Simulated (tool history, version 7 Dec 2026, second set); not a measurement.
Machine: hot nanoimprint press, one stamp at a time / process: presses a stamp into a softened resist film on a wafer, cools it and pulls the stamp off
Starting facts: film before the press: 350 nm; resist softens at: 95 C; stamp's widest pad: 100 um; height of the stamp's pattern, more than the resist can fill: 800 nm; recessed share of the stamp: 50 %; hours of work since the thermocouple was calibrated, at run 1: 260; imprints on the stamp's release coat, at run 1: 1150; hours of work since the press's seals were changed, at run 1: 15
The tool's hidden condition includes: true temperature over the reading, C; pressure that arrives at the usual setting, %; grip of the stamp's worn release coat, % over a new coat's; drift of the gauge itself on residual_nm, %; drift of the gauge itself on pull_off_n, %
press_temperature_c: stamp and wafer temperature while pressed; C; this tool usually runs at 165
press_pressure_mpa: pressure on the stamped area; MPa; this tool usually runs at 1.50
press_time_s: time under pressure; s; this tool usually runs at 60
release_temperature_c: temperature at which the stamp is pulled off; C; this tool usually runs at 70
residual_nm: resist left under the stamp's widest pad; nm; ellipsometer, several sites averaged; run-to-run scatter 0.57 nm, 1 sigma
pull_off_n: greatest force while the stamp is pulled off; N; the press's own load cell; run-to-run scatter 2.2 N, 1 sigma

run   hour  press_temperature_c  press_pressure_mpa  press_time_s  release_temperature_c  hours of work since the thermocouple was calibrated  imprints on the stamp's release coat  hours of work since the press's seals were changed  residual_nm  pull_off_n
  1    0.0                  165                1.50            60                     70                                                  260                                  1150                                                  15        154.2          97
  2    8.1                  165                1.50            60                     70                                                  265                                  1178                                                  20        155.3         104
  3   15.6                  165                1.50            60                     69                                                  270                                  1204                                                  24        155.6         101
  4   20.5                  165                1.23            60                     70                                                  272                                  1220                                                  27        169.8         102
  5   26.9                  159                1.50            60                     70                                                  276                                  1242                                                  31        184.3         104
  6   35.4                  159                1.50            60                     70                                                  281                                  1271                                                  36        183.5          99
  7   46.3                  165                1.50            60                     70                                                  288                                  1308                                                  42        155.1         101
  8   56.6                  165                1.50            31                     70                                                  294                                  1344                                                  48        195.0         104
  9   66.4                  165                1.50            31                     61                                                  300                                  1377                                                  54        196.0         110
 10   75.4                  165                2.06            60                     70                                                  305                                  1408                                                  59        132.4         105
 11   80.5                  165                2.06            60                     70                                                  308                                  1425                                                  62        133.6          99
 12   86.4                  165                2.06            60                     70                                                  312                                  1446                                                  66        133.0         102
 13   95.9                  165                1.50            67                     70                                                  317                                  1478                                                  72        149.7         103
 14  102.7                  165                1.50            60                     61                                                  321                                  1502                                                  76        154.3         107
 15  113.2                  165                1.50            60                     70                                                  327                                  1537                                                  82        155.7          99
 16  118.6                  165                1.38            83                     71                                                  331                                  1556                                                  85        143.0          99
 17  125.1                  165                2.33            83                     59                                                  334                                  1578                                                  89        109.8         112
 18  132.7                  165                2.33            83                     59                                                  339                                  1604                                                  93        109.7         109
 19  138.7                  164                1.50            49                     70                                                  343                                  1625                                                  97        172.0         102
 20  146.0                  172                1.50            76                     74                                                  347                                  1650                                                 101        116.3         101
 21  151.8                  172                1.50            76                     74                                                  350                                  1670                                                 105        116.1          98
 22  159.4                  177                1.50            76                     74                                                  355                                  1695                                                 109        100.6          99
 23  165.1                  173                1.36           106                     70                                                  358                                  1715                                                 113        103.7         104
 24  171.3                  160                0.92            49                     61                                                  362                                  1736                                                 116        229.6         106
 25  180.7                  160                0.92            63                     61                                                  367                                  1768                                                 122        215.8         105
 26  191.5                  160                0.92            63                     61                                                  374                                  1805                                                 128        215.7         103
 27  196.6                  175                1.50           106                     70                                                  377                                  1823                                                 131         93.2         102
 28  204.3                  165                1.50           106                     55                                                  381                                  1849                                                 136        123.9         107
 29  214.8                  165                1.50           106                     55                                                  388                                  1885                                                 142        125.7         111

Forecast each of these 4 alternatives for the next run:
  A  221.7                  155                1.50            60                     70                                                  392                                  1908                                                 146            ?           ?
  B  221.7                  160                1.27           106                     55                                                  392                                  1908                                                 146            ?           ?
  C  221.7                  165                1.28            60                     75                                                  392                                  1908                                                 146            ?           ?
  D  221.7                  155                2.35            60                     61                                                  392                                  1908                                                 146            ?           ?

run  residual_nm  pull_off_n
  A        206.3         104
  B        158.8         111
  C        167.3          96
  D        170.5         112
Stripped of hidden state, with their random variation kept, the same runs would have yielded:
run  residual_nm  pull_off_n
  A        206.6         102
  B        159.0         109
  C        167.5          95
  D        170.7         111
